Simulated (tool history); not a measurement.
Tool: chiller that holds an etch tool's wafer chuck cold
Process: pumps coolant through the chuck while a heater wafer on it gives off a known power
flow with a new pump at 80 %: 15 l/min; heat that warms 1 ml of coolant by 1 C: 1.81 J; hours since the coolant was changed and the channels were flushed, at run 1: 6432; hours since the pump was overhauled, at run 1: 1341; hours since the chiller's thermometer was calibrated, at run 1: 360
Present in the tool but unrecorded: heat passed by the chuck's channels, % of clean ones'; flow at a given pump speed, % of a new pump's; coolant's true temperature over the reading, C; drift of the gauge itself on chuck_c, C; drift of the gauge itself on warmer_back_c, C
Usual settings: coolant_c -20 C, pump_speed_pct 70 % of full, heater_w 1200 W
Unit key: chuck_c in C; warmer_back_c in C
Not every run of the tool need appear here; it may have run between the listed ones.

run,hour,coolant_c,pump_speed_pct,heater_w,hours since the coolant was changed and the channels were flushed,hours since the pump was overhauled,hours since the chiller's thermometer was calibrated,chuck_c,warmer_back_c
1,0.0,-20,70,1200,6432,1341,360,-5.4,3.13
2,35.9,-20,70,1200,6468,1377,396,-5.6,3.06
3,79.2,-24,70,1200,6511,1420,440,-9.4,3.12
4,123.8,-24,70,1200,6556,1465,484,-9.6,3.10
5,158.2,-20,70,1200,6590,1499,519,-5.6,3.14
6,200.1,-20,70,1200,6632,1541,561,-5.5,3.04
7,240.2,-20,70,1200,6672,1581,601,-5.4,3.14
# hour 245.0: chiller's thermometer calibrated
8,289.1,-20,70,1200,6720,1629,44,-5.3,3.06
9,333.2,-20,70,1200,6764,1673,88,-5.4,3.16
10,374.8,-16,70,1200,6806,1715,130,-1.4,3.08
11,425.3,-16,70,1200,6856,1765,180,-1.6,3.08
# hour 441.8: chiller's thermometer calibrated, once more
12,461.7,-20,72,1718,6892,1801,20,0.5,4.33
13,500.9,-21,70,1200,6931,1840,59,-6.4,3.15
14,531.5,-21,70,1200,6962,1871,90,-6.3,3.11
15,597.2,-24,96,823,7027,1936,155,-16.0,1.59
16,652.6,-20,68,999,7083,1992,211,-7.6,2.63
17,704.0,-15,68,1638,7134,2043,262,5.4,4.36
18,742.6,-28,92,954,7173,2082,301,-18.6,1.87
19,777.0,-29,87,954,7207,2116,335,-18.9,1.94
20,826.3,-29,87,954,7256,2165,384,-19.2,1.96
21,862.5,-12,99,667,7293,2202,421,-5.6,1.22

Below are 5 alternative next runs, each starting from the tool's condition after run 21. Predict each:
A,902.9,-15,95,1200,7333,2242,461,?,?
B,902.9,-22,86,747,7333,2242,461,?,?
C,902.9,-20,70,702,7333,2242,461,?,?
D,902.9,-29,91,784,7333,2242,461,?,?
E,902.9,-20,81,807,7333,2242,461,?,?

run,chuck_c,warmer_back_c
A,-3.4,2.26
B,-14.3,1.54
C,-11.4,1.83
D,-21.1,1.55
E,-11.3,1.81
The same runs, with their run-to-run variation unchanged, on a tool lacking any hidden condition would have given:
run,chuck_c,warmer_back_c
A,-4.2,2.21
B,-14.7,1.50
C,-11.9,1.79
D,-21.6,1.51
E,-11.9,1.77

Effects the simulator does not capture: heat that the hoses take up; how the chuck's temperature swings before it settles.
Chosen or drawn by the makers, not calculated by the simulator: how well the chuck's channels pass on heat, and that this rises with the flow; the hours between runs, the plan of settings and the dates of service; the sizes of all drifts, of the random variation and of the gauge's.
